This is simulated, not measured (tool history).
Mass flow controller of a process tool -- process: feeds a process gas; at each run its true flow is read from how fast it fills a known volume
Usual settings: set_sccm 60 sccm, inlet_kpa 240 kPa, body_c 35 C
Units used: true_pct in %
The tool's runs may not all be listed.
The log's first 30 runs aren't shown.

run 31 hour=8883.5 | set_sccm=47 inlet_kpa=165 body_c=29 | true_pct=99.72
run 32 hour=9103.9 | set_sccm=47 inlet_kpa=165 body_c=29 | true_pct=99.64
run 33 hour=9463.7 | set_sccm=150 inlet_kpa=166 body_c=39 | true_pct=102.26
run 34 hour=9773.1 | set_sccm=36 inlet_kpa=166 body_c=38 | true_pct=99.24
run 35 hour=10095.7 | set_sccm=36 inlet_kpa=166 body_c=30 | true_pct=98.88
run 36 hour=10344.8 | set_sccm=43 inlet_kpa=168 body_c=22 | true_pct=99.13
run 37 hour=10698.6 | set_sccm=43 inlet_kpa=168 body_c=22 | true_pct=99.03
run 38 hour=10940.5 | set_sccm=60 inlet_kpa=181 body_c=35 | true_pct=100.29
run 39 hour=11313.4 | set_sccm=60 inlet_kpa=251 body_c=35 | true_pct=100.5
run 40 hour=11558.8 | set_sccm=60 inlet_kpa=251 body_c=35 | true_pct=100.55
run 41 hour=11827.2 | set_sccm=60 inlet_kpa=169 body_c=26 | true_pct=99.87
run 42 hour=12197.5 | set_sccm=60 inlet_kpa=240 body_c=25 | true_pct=100.16
run 43 hour=12567.5 | set_sccm=60 inlet_kpa=240 body_c=25 | true_pct=100.25
run 44 hour=12854.8 | set_sccm=131 inlet_kpa=198 body_c=28 | true_pct=102.2
-- hour=13123 controller exchanged for a calibrated one
run 45 hour=13123 | set_sccm=131 inlet_kpa=198 body_c=28 | true_pct=99.27
run 46 hour=13373.5 | set_sccm=119 inlet_kpa=166 body_c=39 | true_pct=99.2
run 47 hour=13573.6 | set_sccm=39 inlet_kpa=148 body_c=35 | true_pct=97.9
run 48 hour=13886.6 | set_sccm=25 inlet_kpa=162 body_c=25 | true_pct=97.31

Branching from run 48: 4 alternative next runs. What would each branch give?
run A hour=14331.5 | set_sccm=74 inlet_kpa=240 body_c=25 | true_pct=?
run B hour=14331.5 | set_sccm=25 inlet_kpa=242 body_c=25 | true_pct=?
run C hour=14331.5 | set_sccm=60 inlet_kpa=223 body_c=30 | true_pct=?
run D hour=14331.5 | set_sccm=56 inlet_kpa=240 body_c=35 | true_pct=?

run=A true_pct=98.56
run=B true_pct=97.32
run=C true_pct=98.47
run=D true_pct=98.65
Stripped of hidden state, with their random variation kept, the same runs would have yielded:
run=A true_pct=98.41
run=B true_pct=97.69
run=C true_pct=98.38
run=D true_pct=98.58
